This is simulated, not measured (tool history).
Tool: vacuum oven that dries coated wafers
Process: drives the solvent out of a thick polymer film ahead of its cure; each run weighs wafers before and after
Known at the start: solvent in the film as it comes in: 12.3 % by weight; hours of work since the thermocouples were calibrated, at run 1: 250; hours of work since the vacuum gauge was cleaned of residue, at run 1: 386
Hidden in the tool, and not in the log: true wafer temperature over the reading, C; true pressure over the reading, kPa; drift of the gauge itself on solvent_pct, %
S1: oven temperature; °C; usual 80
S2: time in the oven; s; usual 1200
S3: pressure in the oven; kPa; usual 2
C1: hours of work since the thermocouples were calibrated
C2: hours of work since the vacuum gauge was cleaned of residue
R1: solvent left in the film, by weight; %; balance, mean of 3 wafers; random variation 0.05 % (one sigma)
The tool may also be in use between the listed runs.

{"run": 1, "hour": 0.0, "S1": 80, "S2": 1200, "S3": 2, "C1": 250, "C2": 386, "R1": 2.9}
{"run": 2, "hour": 22.1, "S1": 80, "S2": 1200, "S3": 2, "C1": 260, "C2": 396, "R1": 3.02}
{"run": 3, "hour": 70.4, "S1": 80, "S2": 1200, "S3": 2, "C1": 280, "C2": 416, "R1": 2.87}
{"run": 4, "hour": 99.2, "S1": 80, "S2": 1200, "S3": 2, "C1": 292, "C2": 428, "R1": 2.94}
{"run": 5, "hour": 135.7, "S1": 80, "S2": 1200, "S3": 4.45, "C1": 308, "C2": 444, "R1": 5.29}
{"run": 6, "hour": 165.8, "S1": 80, "S2": 1200, "S3": 2, "C1": 321, "C2": 457, "R1": 2.83}
{"run": 7, "hour": 213.8, "S1": 80, "S2": 1200, "S3": 2, "C1": 341, "C2": 477, "R1": 2.97}
{"run": 8, "hour": 251.9, "S1": 77, "S2": 1200, "S3": 2, "C1": 357, "C2": 493, "R1": 3.67}
{"run": 9, "hour": 291.6, "S1": 77, "S2": 1200, "S3": 2, "C1": 374, "C2": 510, "R1": 3.62}
{"run": 10, "hour": 320.6, "S1": 75, "S2": 1200, "S3": 2, "C1": 386, "C2": 522, "R1": 4.11}
{"run": 11, "hour": 365.7, "S1": 75, "S2": 1200, "S3": 2, "C1": 405, "C2": 541, "R1": 4.08}
{"run": 12, "hour": 413.9, "S1": 75, "S2": 1200, "S3": 2, "C1": 426, "C2": 562, "R1": 4.17}
{"run": 13, "hour": 452.2, "S1": 75, "S2": 1200, "S3": 2, "C1": 442, "C2": 578, "R1": 4.15}
{"run": 14, "hour": 500.3, "S1": 80, "S2": 1200, "S3": 2, "C1": 463, "C2": 599, "R1": 2.93}
{"hour": 503.8, "done": "vacuum gauge cleaned of residue and calibrated"}
{"run": 15, "hour": 542.6, "S1": 80, "S2": 1200, "S3": 2, "C1": 480, "C2": 16, "R1": 2.99}
{"run": 16, "hour": 574.5, "S1": 80, "S2": 1200, "S3": 1.39, "C1": 494, "C2": 30, "R1": 2.35}
{"run": 17, "hour": 599.6, "S1": 80, "S2": 1200, "S3": 1.39, "C1": 504, "C2": 41, "R1": 2.36}
{"run": 18, "hour": 644.2, "S1": 80, "S2": 1320, "S3": 2, "C1": 523, "C2": 60, "R1": 2.83}
{"hour": 671.5, "done": "vacuum gauge cleaned of residue and calibrated, once more"}
{"run": 19, "hour": 689.1, "S1": 80, "S2": 1320, "S3": 2, "C1": 542, "C2": 7, "R1": 2.55}
{"run": 20, "hour": 712.2, "S1": 80, "S2": 1020, "S3": 3.18, "C1": 551, "C2": 17, "R1": 4.08}
{"run": 21, "hour": 751.4, "S1": 83, "S2": 840, "S3": 3.15, "C1": 568, "C2": 34, "R1": 3.67}

The next listed run, before its measurement:
{"run": 22, "hour": 799.7, "S1": 83, "S2": 1320, "S3": 1.51, "C1": 588, "C2": 54, "R1": "?"}

{"run 22": {"R1": 1.63}}
Without the tool's hidden state the same run would have given R1 1.75 %.

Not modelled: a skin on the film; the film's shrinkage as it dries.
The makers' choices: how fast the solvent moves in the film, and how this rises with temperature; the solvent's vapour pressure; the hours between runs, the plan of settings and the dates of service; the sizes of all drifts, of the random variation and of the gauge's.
